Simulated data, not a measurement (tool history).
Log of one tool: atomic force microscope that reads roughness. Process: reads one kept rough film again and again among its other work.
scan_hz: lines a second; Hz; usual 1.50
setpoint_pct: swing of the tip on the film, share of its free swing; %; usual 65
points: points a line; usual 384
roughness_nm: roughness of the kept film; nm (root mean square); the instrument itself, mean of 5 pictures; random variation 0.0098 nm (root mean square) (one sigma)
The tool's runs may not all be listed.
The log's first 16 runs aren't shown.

run	hour	scan_hz	setpoint_pct	points	pictures with this tip	hours of work since the height scale was calibrated	roughness_nm
17	232.8	1.50	69	384	35	300	2.143
18	243.3	1.50	69	384	49	304	2.108
19	260.5	1.50	69	384	72	311	2.051
20	277.0	1.50	69	384	94	318	2.043
21	288.6	2.49	65	329	110	323	1.970
22	302.6	2.49	65	467	128	328	1.962
23	320.3	2.49	65	467	152	336	1.920
24	332.5	2.49	76	467	168	341	1.789
25	348.5	1.50	88	891	189	347	1.751
26	362.6	0.92	82	586	208	353	1.876
27	372.4	0.92	71	905	221	357	1.924
28	384.5	0.92	71	905	238	362	1.902

Forecast run 29:
29	399.0	3.60	71	591	257	368	?

roughness_nm: 1.658 nm (root mean square)
Without the tool's hidden state the same run would have given roughness_nm 2.024 nm (root mean square).
